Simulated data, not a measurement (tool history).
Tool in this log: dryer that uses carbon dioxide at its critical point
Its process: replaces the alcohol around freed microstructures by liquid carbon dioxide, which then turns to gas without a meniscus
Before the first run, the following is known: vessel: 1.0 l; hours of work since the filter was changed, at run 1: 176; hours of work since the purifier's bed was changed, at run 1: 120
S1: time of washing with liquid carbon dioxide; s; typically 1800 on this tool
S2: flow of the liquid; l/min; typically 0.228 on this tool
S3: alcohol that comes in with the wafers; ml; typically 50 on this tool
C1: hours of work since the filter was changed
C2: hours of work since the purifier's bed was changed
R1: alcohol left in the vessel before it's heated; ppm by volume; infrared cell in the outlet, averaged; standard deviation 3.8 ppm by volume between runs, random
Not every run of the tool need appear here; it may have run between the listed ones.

run,hour,S1,S2,S3,C1,C2,R1
1,0.0,1800,0.228,50,176,120,101
2,8.6,1800,0.228,50,180,124,99
3,12.6,1800,0.228,50,182,126,107
4,17.9,1800,0.228,50,184,128,107
5,26.7,1800,0.228,50,189,132,104
6,31.8,1800,0.170,50,191,135,543
7,36.7,1800,0.170,50,193,137,540
8,43.3,1800,0.170,50,196,140,533
9,52.5,1800,0.186,50,201,145,338
10,57.1,1800,0.186,50,203,147,332
11,63.4,1800,0.186,50,206,150,340
12,68.2,1800,0.186,50,208,152,350
13,73.1,1800,0.228,50,211,155,107
14,78.2,1800,0.228,104,213,157,209
15,85.1,1800,0.228,104,216,160,216
16,94.7,1800,0.228,32,221,165,69
17,100.3,1800,0.228,50,224,168,113
18,104.6,1800,0.228,50,226,170,112
19,113.7,1800,0.228,50,230,174,110
20,121.6,1800,0.228,50,234,178,105
21,127.6,2040,0.228,50,237,181,51
22,134.4,2040,0.158,74,240,184,643
23,139.8,2040,0.158,74,243,186,653
24,148.3,2040,0.158,74,247,191,668
25,156.3,1620,0.228,38,250,194,151
26,163.6,1320,0.304,93,254,198,198
27,172.1,1320,0.304,93,258,202,194
28,176.5,1320,0.304,93,260,204,198
29,185.3,1380,0.323,22,264,208,36
30,189.5,1920,0.156,44,266,210,564
31,196.4,1440,0.184,65,270,213,1269
32,203.9,2700,0.242,50,273,217,16
33,213.5,2700,0.242,50,278,222,16
34,222.1,2760,0.284,50,282,226,17
35,231.6,1680,0.228,68,286,230,229
36,236.4,2040,0.275,49,289,233,33
37,245.0,1440,0.353,42,293,237,30
38,249.3,1440,0.353,42,295,239,26
39,255.2,1980,0.150,79,298,242,1071
40,259.3,1980,0.150,79,300,244,1068
41,265.6,1800,0.273,27,303,246,29
42,273.5,1380,0.188,79,306,250,1730

How would selected steps in R1 from run to run divide? Give the signed amount a tool lacking its hidden state would still show from settings, what came in and random variation, and the signed amount left for the hidden state, including any gauge scatter that is not in both of the compared results.
What the log doesn't record here: flow that reaches the vessel past the clogged filter, %; alcohol in the recycled carbon dioxide, ppm; drift of the gauge itself on alcohol_ppm, %.
Run 31 -> 32: S1 1440 -> 2700, S2 0.184 -> 0.242, S3 65 -> 50. R1 -1253 ppm by volume: hidden state -163, all else -1090.
Run 38 -> 39: S1 1440 -> 1980, S2 0.353 -> 0.150, S3 42 -> 79. R1 +1045 ppm by volume: hidden state +161, all else +884.
Run 41 -> 42: S1 1800 -> 1380, S2 0.273 -> 0.188, S3 27 -> 79. R1 +1701 ppm by volume: hidden state +243, all else +1458.
